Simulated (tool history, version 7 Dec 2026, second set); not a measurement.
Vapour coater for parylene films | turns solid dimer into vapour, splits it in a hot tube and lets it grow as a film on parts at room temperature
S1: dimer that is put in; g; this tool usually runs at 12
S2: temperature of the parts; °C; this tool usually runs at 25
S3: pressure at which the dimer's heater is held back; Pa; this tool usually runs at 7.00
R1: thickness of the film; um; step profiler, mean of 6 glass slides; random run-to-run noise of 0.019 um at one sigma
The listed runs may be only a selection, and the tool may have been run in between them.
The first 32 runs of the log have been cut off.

run   hour  S1  S2     S3     R1
 33  390.8  17  25   4.73   9.82
 34  398.8  17  25   4.73   9.81
 35  413.2   7  19   4.73   4.78
 36  427.7  19  19   3.11  14.24
 37  442.2  19  19   3.11  14.30
 38  456.0  16  32   2.32   8.83
 39  470.9   6  25  11.76   2.84
 40  486.5   6  25   7.77   3.09
 41  496.1   6  25   7.77   3.11
     508.5  -- trap's valve overhauled
 42  513.3   8  25   3.09   5.05
 43  520.6   8  25   3.09   5.05
 44  535.9   7  25   3.09   4.44

Branching from run 44: 3 alternative next runs. What would each branch give?
  A  544.4  14  21  3.64   ?
  B  544.4   8  17  9.52   ?
  C  544.4  15  25  3.09   ?

run    R1
  A  9.57
  B  4.97
  C  9.50
With no hidden state in the tool, these same runs would have given:
run    R1
  A  9.57
  B  4.97
  C  9.50
